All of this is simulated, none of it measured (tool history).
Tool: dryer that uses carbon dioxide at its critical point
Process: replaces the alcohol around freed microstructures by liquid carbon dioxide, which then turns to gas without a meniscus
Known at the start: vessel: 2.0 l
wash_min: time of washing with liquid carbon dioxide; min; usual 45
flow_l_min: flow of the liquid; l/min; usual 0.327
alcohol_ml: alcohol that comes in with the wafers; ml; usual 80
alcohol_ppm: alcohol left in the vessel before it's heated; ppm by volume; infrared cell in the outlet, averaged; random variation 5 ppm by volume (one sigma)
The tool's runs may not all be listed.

run     day  wash_min  flow_l_min  alcohol_ml  alcohol_ppm
  1   0.000        45       0.327          80          133
  2   1.138        39       0.327          80          187
  3   2.433        39       0.327          80          189
  4   3.558        39       0.327          80          191
  5   5.142        45       0.222          80          508
  6   6.704        45       0.222          80          527
  7   8.717        45       0.222          80          556
  8  10.221        45       0.327          80          139
  9  12.150        67       0.327          80          108
 10  13.554        67       0.327          80           97
 11  14.562        57       0.327          80          113
 12  16.467        50       0.551          25           94
 13  18.517        50       0.196          25          267
 14  20.054        50       0.196          25          290
 15  22.183        66       0.272          55          124
 16  24.158        45       0.410          32          107
 17  25.021        41       0.246          80          624

4 ways to go on from here, each from the tool as it stands after run 17. What would each give?
  A  25.896        62       0.246          80            ?
  B  25.896        45       0.448          80            ?
  C  25.896        54       0.327          53            ?
  D  25.896        61       0.512          80            ?

run  alcohol_ppm
  A          160
  B          116
  C          118
  D          107
Without the tool's hidden state the same runs would have given:
run  alcohol_ppm
  A           27
  B            5
  C            4
  D            0

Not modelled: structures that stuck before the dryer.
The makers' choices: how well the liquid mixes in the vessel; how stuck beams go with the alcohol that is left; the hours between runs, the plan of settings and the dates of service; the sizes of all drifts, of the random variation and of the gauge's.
